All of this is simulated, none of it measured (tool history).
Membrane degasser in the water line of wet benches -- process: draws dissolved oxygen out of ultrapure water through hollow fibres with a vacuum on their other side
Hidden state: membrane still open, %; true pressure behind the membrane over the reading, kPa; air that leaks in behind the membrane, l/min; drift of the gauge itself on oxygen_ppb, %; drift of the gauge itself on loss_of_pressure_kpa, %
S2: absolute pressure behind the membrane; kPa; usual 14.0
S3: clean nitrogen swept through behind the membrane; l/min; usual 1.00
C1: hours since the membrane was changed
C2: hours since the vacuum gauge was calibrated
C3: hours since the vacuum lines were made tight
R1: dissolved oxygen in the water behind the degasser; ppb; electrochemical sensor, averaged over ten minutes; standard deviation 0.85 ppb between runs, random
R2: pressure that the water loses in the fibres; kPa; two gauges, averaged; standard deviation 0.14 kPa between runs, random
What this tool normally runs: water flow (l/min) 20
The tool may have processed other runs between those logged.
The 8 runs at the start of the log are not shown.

{"run": 9, "hour": 393.1, "water flow (l/min)": 20, "S2": 14.0, "S3": 1.0, "C1": 2319, "C2": 3876, "C3": 2074, "R1": 469.6, "R2": 35.02}
{"run": 10, "hour": 452.8, "water flow (l/min)": 20, "S2": 14.0, "S3": 1.0, "C1": 2378, "C2": 3935, "C3": 2134, "R1": 466.3, "R2": 35.16}
{"run": 11, "hour": 503.6, "water flow (l/min)": 20, "S2": 14.0, "S3": 1.0, "C1": 2429, "C2": 3986, "C3": 2185, "R1": 467.5, "R2": 35.22}
{"run": 12, "hour": 536.2, "water flow (l/min)": 20, "S2": 14.0, "S3": 1.0, "C1": 2462, "C2": 4019, "C3": 2217, "R1": 466.4, "R2": 35.27}
{"run": 13, "hour": 569.6, "water flow (l/min)": 20, "S2": 14.0, "S3": 1.0, "C1": 2495, "C2": 4052, "C3": 2250, "R1": 468.2, "R2": 35.43}
{"run": 14, "hour": 604.9, "water flow (l/min)": 20, "S2": 14.0, "S3": 1.0, "C1": 2531, "C2": 4088, "C3": 2286, "R1": 467.1, "R2": 35.4}
{"run": 15, "hour": 634.2, "water flow (l/min)": 20, "S2": 14.0, "S3": 1.0, "C1": 2560, "C2": 4117, "C3": 2315, "R1": 468.5, "R2": 35.47}
{"run": 16, "hour": 670.8, "water flow (l/min)": 20, "S2": 14.0, "S3": 1.0, "C1": 2596, "C2": 4153, "C3": 2352, "R1": 468.3, "R2": 35.13}
{"run": 17, "hour": 731.6, "water flow (l/min)": 21, "S2": 14.0, "S3": 1.0, "C1": 2657, "C2": 4214, "C3": 2413, "R1": 489.5, "R2": 36.97}
{"run": 18, "hour": 791.0, "water flow (l/min)": 19, "S2": 19.8, "S3": 0.57, "C1": 2717, "C2": 4274, "C3": 2472, "R1": 1040.2, "R2": 33.52}
{"run": 19, "hour": 832.9, "water flow (l/min)": 20, "S2": 17.3, "S3": 1.23, "C1": 2759, "C2": 4316, "C3": 2514, "R1": 504.9, "R2": 35.34}
{"hour": 856.8, "done": "vacuum gauge calibrated"}
{"run": 20, "hour": 901.8, "water flow (l/min)": 25, "S2": 12.8, "S3": 1.0, "C1": 2827, "C2": 45, "C3": 2582, "R1": 503.4, "R2": 44.07}
{"run": 21, "hour": 954.3, "water flow (l/min)": 27, "S2": 12.8, "S3": 1.0, "C1": 2879, "C2": 97, "C3": 2635, "R1": 537.3, "R2": 47.55}
{"run": 22, "hour": 995.5, "water flow (l/min)": 23, "S2": 16.8, "S3": 0.45, "C1": 2921, "C2": 139, "C3": 2676, "R1": 1171.8, "R2": 40.88}
{"run": 23, "hour": 1027.6, "water flow (l/min)": 20, "S2": 15.4, "S3": 0.42, "C1": 2953, "C2": 171, "C3": 2708, "R1": 1008.5, "R2": 35.16}
{"run": 24, "hour": 1095.3, "water flow (l/min)": 20, "S2": 15.4, "S3": 0.87, "C1": 3020, "C2": 238, "C3": 2776, "R1": 584.9, "R2": 35.3}
{"run": 25, "hour": 1147.4, "water flow (l/min)": 20, "S2": 15.4, "S3": 0.87, "C1": 3073, "C2": 291, "C3": 2828, "R1": 584.8, "R2": 35.62}
{"run": 26, "hour": 1181.7, "water flow (l/min)": 20, "S2": 10.2, "S3": 1.0, "C1": 3107, "C2": 325, "C3": 2862, "R1": 307.0, "R2": 35.15}
{"run": 27, "hour": 1246.9, "water flow (l/min)": 20, "S2": 29.0, "S3": 2.39, "C1": 3172, "C2": 390, "C3": 2927, "R1": 501.0, "R2": 35.33}
{"run": 28, "hour": 1299.4, "water flow (l/min)": 16, "S2": 30.9, "S3": 1.22, "C1": 3225, "C2": 443, "C3": 2980, "R1": 792.0, "R2": 28.23}
{"run": 29, "hour": 1366.2, "water flow (l/min)": 16, "S2": 30.9, "S3": 1.18, "C1": 3291, "C2": 509, "C3": 3047, "R1": 814.1, "R2": 28.27}
{"run": 30, "hour": 1404.1, "water flow (l/min)": 22, "S2": 13.7, "S3": 1.96, "C1": 3329, "C2": 547, "C3": 3084, "R1": 277.6, "R2": 38.88}
{"run": 31, "hour": 1446.4, "water flow (l/min)": 22, "S2": 31.5, "S3": 1.96, "C1": 3372, "C2": 590, "C3": 3127, "R1": 704.6, "R2": 39.24}
{"run": 32, "hour": 1497.8, "water flow (l/min)": 16, "S2": 19.4, "S3": 1.0, "C1": 3423, "C2": 641, "C3": 3178, "R1": 567.7, "R2": 28.41}

3 ways to go on from here, each from the tool as it stands after run 32. What would each give?
{"run": "A", "hour": 1552.4, "water flow (l/min)": 16, "S2": 26.5, "S3": 2.82, "C1": 3478, "C2": 696, "C3": 3233, "R1": "?", "R2": "?"}
{"run": "B", "hour": 1552.4, "water flow (l/min)": 31, "S2": 11.1, "S3": 0.53, "C1": 3478, "C2": 696, "C3": 3233, "R1": "?", "R2": "?"}
{"run": "C", "hour": 1552.4, "water flow (l/min)": 16, "S2": 19.4, "S3": 1.18, "C1": 3478, "C2": 696, "C3": 3233, "R1": "?", "R2": "?"}

run=A R1=319.7 R2=28.40
run=B R1=800.6 R2=55.35
run=C R1=492.9 R2=28.38
Take away the tool's hidden state, keep each run's random variation, and the runs would have read:
run=A R1=309.5 R2=27.89
run=B R1=802.4 R2=54.38
run=C R1=480.9 R2=27.88

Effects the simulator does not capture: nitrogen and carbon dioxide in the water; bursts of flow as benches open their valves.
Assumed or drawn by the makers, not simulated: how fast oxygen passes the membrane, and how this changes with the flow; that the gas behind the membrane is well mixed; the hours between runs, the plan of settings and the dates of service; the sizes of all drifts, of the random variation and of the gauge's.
